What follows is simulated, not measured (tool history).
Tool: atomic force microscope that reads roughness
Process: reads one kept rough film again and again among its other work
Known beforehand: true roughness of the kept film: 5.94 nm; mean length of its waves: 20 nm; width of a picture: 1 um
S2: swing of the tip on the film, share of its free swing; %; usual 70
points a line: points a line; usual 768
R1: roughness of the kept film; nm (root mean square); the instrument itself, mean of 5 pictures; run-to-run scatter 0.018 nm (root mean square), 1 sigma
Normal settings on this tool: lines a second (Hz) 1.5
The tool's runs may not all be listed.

run 1 hour=0 | lines_a_second_(Hz)=1.5 S2=70 points_a_line=768 | R1=4.347
run 2 hour=42.2 | lines_a_second_(Hz)=1.5 S2=70 points_a_line=793 | R1=4.337
run 3 hour=78 | lines_a_second_(Hz)=1.5 S2=56 points_a_line=768 | R1=4.468
run 4 hour=104.8 | lines_a_second_(Hz)=2.18 S2=70 points_a_line=768 | R1=4.229
run 5 hour=131.6 | lines_a_second_(Hz)=2.18 S2=71 points_a_line=768 | R1=4.25
run 6 hour=168 | lines_a_second_(Hz)=2.18 S2=71 points_a_line=768 | R1=4.265
run 7 hour=225.1 | lines_a_second_(Hz)=2.18 S2=71 points_a_line=768 | R1=4.221
run 8 hour=253.1 | lines_a_second_(Hz)=1.5 S2=70 points_a_line=768 | R1=4.338
run 9 hour=282.3 | lines_a_second_(Hz)=1.5 S2=70 points_a_line=768 | R1=4.35
run 10 hour=326 | lines_a_second_(Hz)=1.55 S2=70 points_a_line=768 | R1=4.35
run 11 hour=380.5 | lines_a_second_(Hz)=1.5 S2=70 points_a_line=768 | R1=4.331
run 12 hour=433.8 | lines_a_second_(Hz)=1.5 S2=70 points_a_line=768 | R1=4.342
run 13 hour=479.9 | lines_a_second_(Hz)=1.5 S2=88 points_a_line=768 | R1=4.037
run 14 hour=514.9 | lines_a_second_(Hz)=0.63 S2=63 points_a_line=768 | R1=4.491
run 15 hour=564.8 | lines_a_second_(Hz)=1.5 S2=80 points_a_line=268 | R1=4.098
run 16 hour=588.5 | lines_a_second_(Hz)=2.32 S2=80 points_a_line=323 | R1=3.942
run 17 hour=618.5 | lines_a_second_(Hz)=2.32 S2=80 points_a_line=323 | R1=3.937
run 18 hour=669 | lines_a_second_(Hz)=2.5 S2=87 points_a_line=550 | R1=3.781
run 19 hour=714.9 | lines_a_second_(Hz)=2.14 S2=87 points_a_line=713 | R1=3.901
run 20 hour=767.8 | lines_a_second_(Hz)=2.14 S2=69 points_a_line=680 | R1=4.262
run 21 hour=795.6 | lines_a_second_(Hz)=0.69 S2=70 points_a_line=768 | R1=4.474
run 22 hour=821.7 | lines_a_second_(Hz)=1.99 S2=67 points_a_line=319 | R1=4.237
run 23 hour=865.6 | lines_a_second_(Hz)=1.99 S2=67 points_a_line=319 | R1=4.243
run 24 hour=900.5 | lines_a_second_(Hz)=1.5 S2=70 points_a_line=428 | R1=4.317

Not shown: 7 entries that the log had between the listed runs. Between which runs, and how does the tool's hidden state differ before and after?
In the gap between runs 4 and 5: new tip fitted (hour 129.4)
  no hidden state differs between the two runs
In the gap between runs 8 and 9: new tip fitted (hour 258.1)
  radius of the tip, nm: 5.1 -> 5
In the gap between runs 11 and 12: new tip fitted (hour 389.8)
  no hidden state differs between the two runs
In the gap between runs 14 and 15: new tip fitted (hour 518); height scale calibrated on a step standard (hour 558.3)
  radius of the tip, nm: 5.1 -> 5; height scale over the true one, %: 0.01 -> 0
In the gap between runs 17 and 18: new tip fitted (hour 649.9)
  no hidden state differs between the two runs
In the gap between runs 20 and 21: new tip fitted (hour 779.2)
  radius of the tip, nm: 5.1 -> 5
